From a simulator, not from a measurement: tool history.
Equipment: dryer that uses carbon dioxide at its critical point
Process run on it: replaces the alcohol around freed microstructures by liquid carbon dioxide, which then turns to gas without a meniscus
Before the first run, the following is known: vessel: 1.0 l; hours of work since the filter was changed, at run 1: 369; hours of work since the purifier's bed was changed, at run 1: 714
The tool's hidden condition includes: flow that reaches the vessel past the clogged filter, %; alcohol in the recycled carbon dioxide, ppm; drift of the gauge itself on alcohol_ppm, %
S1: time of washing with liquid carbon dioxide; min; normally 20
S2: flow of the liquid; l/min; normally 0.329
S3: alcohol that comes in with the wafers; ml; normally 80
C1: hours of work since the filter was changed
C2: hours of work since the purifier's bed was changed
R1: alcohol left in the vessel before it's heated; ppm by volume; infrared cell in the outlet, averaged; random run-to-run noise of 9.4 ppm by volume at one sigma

{"run": 1, "hour": 0.0, "S1": 20, "S2": 0.329, "S3": 80, "C1": 369, "C2": 714, "R1": 1027}
{"hour": 26.8, "done": "inlet filter changed"}
{"run": 2, "hour": 44.1, "S1": 20, "S2": 0.329, "S3": 80, "C1": 13, "C2": 746, "R1": 640}
{"run": 3, "hour": 77.5, "S1": 20, "S2": 0.329, "S3": 80, "C1": 38, "C2": 771, "R1": 662}
{"run": 4, "hour": 120.6, "S1": 20, "S2": 0.329, "S3": 55, "C1": 70, "C2": 803, "R1": 522}
{"run": 5, "hour": 161.9, "S1": 20, "S2": 0.329, "S3": 55, "C1": 101, "C2": 834, "R1": 532}
{"run": 6, "hour": 200.1, "S1": 20, "S2": 0.329, "S3": 55, "C1": 130, "C2": 863, "R1": 589}
{"run": 7, "hour": 245.6, "S1": 20, "S2": 0.329, "S3": 55, "C1": 164, "C2": 897, "R1": 612}
{"run": 8, "hour": 288.8, "S1": 20, "S2": 0.329, "S3": 47, "C1": 196, "C2": 929, "R1": 542}
{"run": 9, "hour": 331.8, "S1": 20, "S2": 0.329, "S3": 33, "C1": 228, "C2": 961, "R1": 457}
{"run": 10, "hour": 352.1, "S1": 20, "S2": 0.329, "S3": 33, "C1": 243, "C2": 976, "R1": 465}
{"run": 11, "hour": 381.3, "S1": 20, "S2": 0.413, "S3": 80, "C1": 265, "C2": 998, "R1": 363}
{"run": 12, "hour": 405.3, "S1": 20, "S2": 0.329, "S3": 80, "C1": 283, "C2": 1016, "R1": 933}
{"run": 13, "hour": 432.4, "S1": 20, "S2": 0.329, "S3": 80, "C1": 303, "C2": 1036, "R1": 997}
{"run": 14, "hour": 477.8, "S1": 20, "S2": 0.329, "S3": 80, "C1": 337, "C2": 1070, "R1": 1072}
{"run": 15, "hour": 511.8, "S1": 20, "S2": 0.329, "S3": 80, "C1": 363, "C2": 1096, "R1": 1085}
{"hour": 545.4, "done": "inlet filter changed"}
{"run": 16, "hour": 546.9, "S1": 20, "S2": 0.329, "S3": 80, "C1": 1, "C2": 1121, "R1": 683}
{"run": 17, "hour": 569.5, "S1": 20, "S2": 0.399, "S3": 26, "C1": 18, "C2": 1138, "R1": 212}
{"run": 18, "hour": 613.0, "S1": 20, "S2": 0.251, "S3": 53, "C1": 51, "C2": 1171, "R1": 1493}
{"run": 19, "hour": 637.8, "S1": 20, "S2": 0.31, "S3": 52, "C1": 69, "C2": 1189, "R1": 666}
{"hour": 646.8, "done": "purifier's bed changed"}
{"run": 20, "hour": 665.8, "S1": 13, "S2": 0.382, "S3": 53, "C1": 88, "C2": 14, "R1": 1262}
{"run": 21, "hour": 714.4, "S1": 20, "S2": 0.329, "S3": 33, "C1": 124, "C2": 51, "R1": 283}
{"run": 22, "hour": 752.8, "S1": 16, "S2": 0.296, "S3": 38, "C1": 153, "C2": 79, "R1": 1248}
{"run": 23, "hour": 784.1, "S1": 16, "S2": 0.296, "S3": 38, "C1": 176, "C2": 103, "R1": 1320}
{"run": 24, "hour": 806.7, "S1": 30, "S2": 0.311, "S3": 76, "C1": 193, "C2": 120, "R1": 125}
{"run": 25, "hour": 830.8, "S1": 30, "S2": 0.311, "S3": 76, "C1": 211, "C2": 138, "R1": 125}
{"run": 26, "hour": 863.0, "S1": 30, "S2": 0.311, "S3": 76, "C1": 235, "C2": 162, "R1": 140}
{"run": 27, "hour": 911.4, "S1": 25, "S2": 0.329, "S3": 41, "C1": 271, "C2": 198, "R1": 165}
{"run": 28, "hour": 936.6, "S1": 15, "S2": 0.329, "S3": 53, "C1": 290, "C2": 217, "R1": 1805}

Alternative continuations, all from the tool just after run 28; predict every row:
{"run": "A", "hour": 965.8, "S1": 20, "S2": 0.329, "S3": 74, "C1": 312, "C2": 238, "R1": "?"}
{"run": "B", "hour": 965.8, "S1": 20, "S2": 0.329, "S3": 87, "C1": 312, "C2": 238, "R1": "?"}
{"run": "C", "hour": 965.8, "S1": 14, "S2": 0.219, "S3": 21, "C1": 312, "C2": 238, "R1": "?"}
{"run": "D", "hour": 965.8, "S1": 26, "S2": 0.214, "S3": 33, "C1": 312, "C2": 238, "R1": "?"}
{"run": "E", "hour": 965.8, "S1": 14, "S2": 0.417, "S3": 22, "C1": 312, "C2": 238, "R1": "?"}

run=A R1=830
run=B R1=985
run=C R1=2717
run=D R1=826
run=E R1=408
Without the tool's unlogged condition, the same runs would have read:
run=A R1=492
run=B R1=586
run=C R1=2159
run=D R1=534
run=E R1=246
